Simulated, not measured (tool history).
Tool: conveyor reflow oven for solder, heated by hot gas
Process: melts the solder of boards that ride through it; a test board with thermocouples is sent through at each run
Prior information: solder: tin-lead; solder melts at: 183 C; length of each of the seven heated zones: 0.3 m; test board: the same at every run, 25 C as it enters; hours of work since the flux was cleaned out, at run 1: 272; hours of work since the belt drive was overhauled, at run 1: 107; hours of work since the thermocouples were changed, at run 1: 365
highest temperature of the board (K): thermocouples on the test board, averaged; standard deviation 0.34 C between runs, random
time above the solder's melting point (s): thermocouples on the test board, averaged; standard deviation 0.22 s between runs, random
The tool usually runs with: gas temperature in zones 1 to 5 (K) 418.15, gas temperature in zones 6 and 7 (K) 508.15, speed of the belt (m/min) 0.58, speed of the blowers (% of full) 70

| run | hour | gas temperature in zones 1 to 5 (K) | gas temperature in zones 6 and 7 (K) | speed of the belt (m/min) | speed of the blowers (% of full) | hours of work since the flux was cleaned out | hours of work since the belt drive was overhauled | hours of work since the thermocouples were changed | highest temperature of the board (K) | time above the solder's melting point (s) |
|---|---|---|---|---|---|---|---|---|---|---|
| 1 | 0 | 418.15 | 508.15 | 0.58 | 70 | 272 | 107 | 365 | 488.05 | 46.6 |
| 2 | 8.4 | 405.15 | 508.15 | 0.58 | 70 | 276 | 111 | 369 | 485.65 | 40.3 |
| 3 | 22 | 418.15 | 508.15 | 0.639 | 70 | 282 | 118 | 376 | 484.65 | 39.1 |
| 4 | 31.7 | 418.15 | 508.15 | 0.639 | 70 | 287 | 122 | 381 | 484.45 | 39 |
| 5 | 41.7 | 418.15 | 508.15 | 0.639 | 70 | 292 | 127 | 385 | 484.95 | 39.2 |
| 6 | 54.1 | 418.15 | 508.15 | 0.486 | 70 | 298 | 133 | 391 | 493.25 | 60.4 |
| 7 | 64 | 418.15 | 508.15 | 0.486 | 70 | 302 | 138 | 396 | 493.55 | 60 |
| 8 | 80 | 418.15 | 508.15 | 0.58 | 70 | 310 | 146 | 404 | 487.55 | 46.6 |
| 9 | 89.4 | 418.15 | 508.15 | 0.58 | 70 | 315 | 150 | 408 | 487.55 | 46.5 |
|  | 95.7 | flux residue cleaned out of gas plates and filters |
| 10 | 111.9 | 418.15 | 508.15 | 0.58 | 70 | 8 | 159 | 417 | 486.45 | 44.9 |
| 11 | 119.8 | 418.15 | 508.15 | 0.58 | 70 | 12 | 163 | 421 | 486.55 | 44.9 |
| 12 | 135.6 | 418.15 | 508.15 | 0.58 | 70 | 19 | 170 | 428 | 486.35 | 44.9 |
| 13 | 150.6 | 418.15 | 508.15 | 0.58 | 70 | 27 | 178 | 436 | 485.75 | 44.7 |
| 14 | 158.8 | 417.15 | 508.15 | 0.58 | 70 | 31 | 182 | 440 | 485.65 | 44.3 |
| 15 | 173.4 | 417.15 | 508.15 | 0.58 | 70 | 38 | 189 | 447 | 485.75 | 44.5 |
|  | 196 | flux residue cleaned out of gas plates and filters, once more |
| 16 | 196 | 418.15 | 508.15 | 0.58 | 70 | 0 | 197 | 455 | 490.65 | 48.5 |
| 17 | 209.5 | 418.15 | 508.15 | 0.58 | 70 | 7 | 204 | 462 | 490.75 | 48.4 |
| 18 | 223.1 | 418.15 | 508.15 | 0.58 | 70 | 13 | 210 | 468 | 491.05 | 48.5 |
| 19 | 236.2 | 418.15 | 506.15 | 0.58 | 58 | 19 | 217 | 475 | 485.95 | 44.5 |
| 20 | 252.5 | 404.15 | 506.15 | 0.565 | 58 | 27 | 224 | 483 | 483.55 | 39.8 |
| 21 | 265.2 | 418.15 | 508.15 | 0.516 | 70 | 34 | 231 | 489 | 493.45 | 57.4 |
| 22 | 280.1 | 418.15 | 508.15 | 0.516 | 70 | 41 | 238 | 496 | 493.35 | 57 |
| 23 | 288.2 | 419.15 | 508.15 | 0.695 | 80 | 45 | 242 | 500 | 486.95 | 37.9 |
| 24 | 303.3 | 419.15 | 512.15 | 0.695 | 61 | 52 | 249 | 507 | 484.45 | 35.8 |
| 25 | 312.2 | 419.15 | 512.15 | 0.615 | 61 | 56 | 253 | 511 | 489.25 | 44.5 |
| 26 | 322.7 | 409.15 | 503.15 | 0.58 | 87 | 61 | 258 | 517 | 487.15 | 45.2 |
| 27 | 337.7 | 409.15 | 503.15 | 0.58 | 87 | 69 | 266 | 524 | 487.65 | 44.7 |
| 28 | 348.1 | 415.15 | 521.15 | 0.58 | 57 | 74 | 271 | 529 | 496.35 | 50.7 |
| 29 | 364.1 | 417.15 | 500.15 | 0.633 | 54 | 81 | 278 | 537 | 475.65 | 31.7 |
| 30 | 380.7 | 417.15 | 500.15 | 0.633 | 54 | 89 | 286 | 545 | 475.85 | 31.6 |
| 31 | 398.8 | 417.15 | 500.15 | 0.601 | 54 | 98 | 295 | 553 | 476.75 | 35.4 |

Table of differences, measured result less the result of that run with no hidden state. Run-to-run variation is the same in both. Gauge scatter possibly is not:
Unlogged tool condition in this case: heat that the gas passes to the board, % of a clean oven's; belt's true speed, % of the reading; true gas temperature in zones 6 and 7 over the reading, C; drift of the gauge itself on peak_c, C; drift of the gauge itself on liquid_s, %.
| run | highest temperature of the board (K) | time above the solder's melting point (s) |
|---|---|---|
| 1 | -3.3 | -2.4 |
| 2 | -3.7 | -3 |
| 3 | -3.6 | -2.8 |
| 4 | -3.7 | -2.9 |
| 5 | -3.7 | -2.9 |
| 6 | -3.1 | -2.1 |
| 7 | -3.1 | -2.2 |
| 8 | -3.7 | -2.7 |
| 9 | -3.7 | -2.7 |
| 10 | -5.2 | -4 |
| 11 | -5.2 | -4.1 |
| 12 | -5.3 | -4.1 |
| 13 | -5.4 | -4.1 |
| 14 | -5.5 | -4.2 |
| 15 | -5.6 | -4.3 |
| 16 | -0.9 | -0.3 |
| 17 | -1 | -0.3 |
| 18 | -1 | -0.4 |
| 19 | -1 | -0.6 |
| 20 | -1.1 | -0.7 |
| 21 | -1.3 | -0.4 |
| 22 | -1.3 | -0.5 |
| 23 | -1.4 | -0.6 |
| 24 | -1.4 | -0.7 |
| 25 | -1.4 | -0.6 |
| 26 | -1.6 | -0.8 |
| 27 | -1.7 | -0.9 |
| 28 | -1.5 | -0.5 |
| 29 | -1.5 | -1.3 |
| 30 | -1.6 | -1.4 |
| 31 | -1.7 | -1.4 |

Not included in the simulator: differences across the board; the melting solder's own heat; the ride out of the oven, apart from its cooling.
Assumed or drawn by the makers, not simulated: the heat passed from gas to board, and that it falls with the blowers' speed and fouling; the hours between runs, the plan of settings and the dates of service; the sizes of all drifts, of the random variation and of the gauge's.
